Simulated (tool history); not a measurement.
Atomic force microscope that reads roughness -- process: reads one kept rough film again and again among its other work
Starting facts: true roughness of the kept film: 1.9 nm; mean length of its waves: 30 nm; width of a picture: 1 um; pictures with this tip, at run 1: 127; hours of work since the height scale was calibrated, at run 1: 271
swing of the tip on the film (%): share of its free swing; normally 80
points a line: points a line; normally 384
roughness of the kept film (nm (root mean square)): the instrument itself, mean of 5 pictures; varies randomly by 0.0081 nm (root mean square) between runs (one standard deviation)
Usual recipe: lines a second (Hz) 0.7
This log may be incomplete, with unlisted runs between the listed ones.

run,day,lines a second (Hz),swing of the tip on the film (%),points a line,pictures with this tip,hours of work since the height scale was calibrated,roughness of the kept film (nm (root mean square))
1,0,0.7,80,384,127,271,1.747
2,1.729,0.7,57,384,173,301,1.775
3,2.942,0.7,80,384,205,322,1.736
4,4.329,0.7,80,384,242,345,1.752
# day 5.517: new tip fitted
5,5.962,1.938,80,384,12,373,1.694
6,6.708,0.7,71,384,32,386,1.763
7,7.571,0.7,71,384,55,400,1.759
8,8.958,0.7,82,384,91,424,1.739
9,9.725,0.647,80,384,112,437,1.751
10,10.942,0.647,80,384,144,458,1.757
11,12.479,0.7,80,384,185,484,1.741
12,13.767,0.646,80,337,219,506,1.755
13,14.492,0.7,80,416,239,518,1.747
# day 15.754: new tip fitted
14,15.854,0.658,72,951,2,541,1.757
15,16.7,0.658,72,951,25,555,1.769
16,17.704,0.658,72,951,52,573,1.766
17,18.838,0.658,72,951,82,592,1.767
18,20.25,1.115,64,444,119,616,1.756
19,21.462,0.7,83,1013,151,637,1.756
20,22.667,0.516,57,504,183,657,1.763
21,23.896,1.488,57,572,216,678,1.772

Predict each of these 5 candidate next runs independently; none follows another, all start after run 21:
A,24.758,1.224,80,384,239,693,?
B,24.758,1.488,80,572,239,693,?
C,24.758,3.534,57,572,239,693,?
D,24.758,3.943,84,308,239,693,?
E,24.758,0.7,80,337,239,693,?

run,roughness of the kept film (nm (root mean square))
A,1.722
B,1.718
C,1.74
D,1.558
E,1.739
With no hidden state in the tool, these same runs would have given:
run,roughness of the kept film (nm (root mean square))
A,1.726
B,1.722
C,1.745
D,1.562
E,1.743
